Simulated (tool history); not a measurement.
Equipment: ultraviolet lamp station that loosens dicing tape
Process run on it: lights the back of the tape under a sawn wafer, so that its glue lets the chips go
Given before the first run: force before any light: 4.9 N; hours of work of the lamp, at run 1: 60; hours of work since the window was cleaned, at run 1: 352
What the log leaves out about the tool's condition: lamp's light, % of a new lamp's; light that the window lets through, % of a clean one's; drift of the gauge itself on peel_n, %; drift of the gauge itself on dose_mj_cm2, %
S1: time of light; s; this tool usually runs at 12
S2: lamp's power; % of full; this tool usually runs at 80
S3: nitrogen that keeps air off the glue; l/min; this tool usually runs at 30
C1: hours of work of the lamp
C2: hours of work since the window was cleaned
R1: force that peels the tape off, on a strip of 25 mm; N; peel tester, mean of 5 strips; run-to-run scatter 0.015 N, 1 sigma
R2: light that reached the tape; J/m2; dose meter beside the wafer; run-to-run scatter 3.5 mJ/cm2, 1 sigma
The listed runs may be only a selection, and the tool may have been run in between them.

run 1 day=0.000 | S1=12 S2=80 S3=30 | C1=60 C2=352 | R1=0.852 R2=5100
run 2 day=0.246 | S1=12 S2=80 S3=30 | C1=64 C2=355 | R1=0.864 R2=5120
run 3 day=0.600 | S1=12 S2=60 S3=30 | C1=68 C2=360 | R1=1.222 R2=3810
run 4 day=0.842 | S1=12 S2=60 S3=30 | C1=72 C2=363 | R1=1.276 R2=3850
run 5 day=1.204 | S1=12 S2=60 S3=30 | C1=77 C2=368 | R1=1.240 R2=3830
run 6 day=1.646 | S1=12 S2=60 S3=30 | C1=83 C2=374 | R1=1.249 R2=3770
-- day=1.900 window cleaned of glue's vapour
run 7 day=2.121 | S1=12 S2=60 S3=30 | C1=89 C2=3 | R1=1.360 R2=3610
run 8 day=2.562 | S1=12 S2=80 S3=27 | C1=95 C2=9 | R1=0.967 R2=4790
run 9 day=3.033 | S1=12 S2=80 S3=16 | C1=101 C2=15 | R1=1.210 R2=4770
run 10 day=3.350 | S1=12 S2=82 S3=30 | C1=105 C2=20 | R1=0.865 R2=4920
run 11 day=3.838 | S1=12 S2=80 S3=30 | C1=112 C2=26 | R1=0.927 R2=4780
run 12 day=4.321 | S1=12 S2=80 S3=30 | C1=118 C2=33 | R1=0.927 R2=4830
-- day=4.554 window cleaned of glue's vapour, once more
run 13 day=4.683 | S1=12 S2=80 S3=30 | C1=123 C2=2 | R1=0.746 R2=5590
run 14 day=4.904 | S1=19 S2=90 S3=11 | C1=126 C2=5 | R1=0.523 R2=9990
run 15 day=5.354 | S1=19 S2=90 S3=11 | C1=132 C2=11 | R1=0.535 R2=9990
run 16 day=5.758 | S1=19 S2=90 S3=11 | C1=137 C2=16 | R1=0.549 R2=9760
run 17 day=6.246 | S1=19 S2=90 S3=11 | C1=144 C2=23 | R1=0.546 R2=9900
run 18 day=6.650 | S1=19 S2=90 S3=11 | C1=149 C2=28 | R1=0.540 R2=9910
run 19 day=7.075 | S1=10 S2=70 S3=11 | C1=155 C2=34 | R1=1.773 R2=4030
run 20 day=7.308 | S1=8 S2=70 S3=56 | C1=158 C2=37 | R1=1.206 R2=3240
run 21 day=7.771 | S1=13 S2=70 S3=10 | C1=165 C2=43 | R1=1.416 R2=5220
run 22 day=8.062 | S1=6 S2=68 S3=13 | C1=168 C2=47 | R1=2.468 R2=2310
run 23 day=8.354 | S1=7 S2=92 S3=14 | C1=172 C2=51 | R1=1.774 R2=3670
run 24 day=8.571 | S1=12 S2=78 S3=10 | C1=175 C2=54 | R1=1.325 R2=5360
run 25 day=8.992 | S1=17 S2=78 S3=21 | C1=181 C2=60 | R1=0.554 R2=7560

Predict each of these 4 candidate next runs independently; none follows another, all start after run 25:
run A day=9.304 | S1=17 S2=71 S3=27 | C1=185 C2=64 | R1=? R2=?
run B day=9.304 | S1=23 S2=78 S3=54 | C1=185 C2=64 | R1=? R2=?
run C day=9.304 | S1=17 S2=76 S3=48 | C1=185 C2=64 | R1=? R2=?
run D day=9.304 | S1=14 S2=66 S3=22 | C1=185 C2=64 | R1=? R2=?

run=A R1=0.545 R2=6850
run=B R1=0.274 R2=10170
run=C R1=0.399 R2=7310
run=D R1=0.933 R2=5210
With the hidden condition removed and each run's random variation left untouched, the same runs would have given:
run=A R1=0.495 R2=7310
run=B R1=0.264 R2=10850
run=C R1=0.368 R2=7790
run=D R1=0.851 R2=5560

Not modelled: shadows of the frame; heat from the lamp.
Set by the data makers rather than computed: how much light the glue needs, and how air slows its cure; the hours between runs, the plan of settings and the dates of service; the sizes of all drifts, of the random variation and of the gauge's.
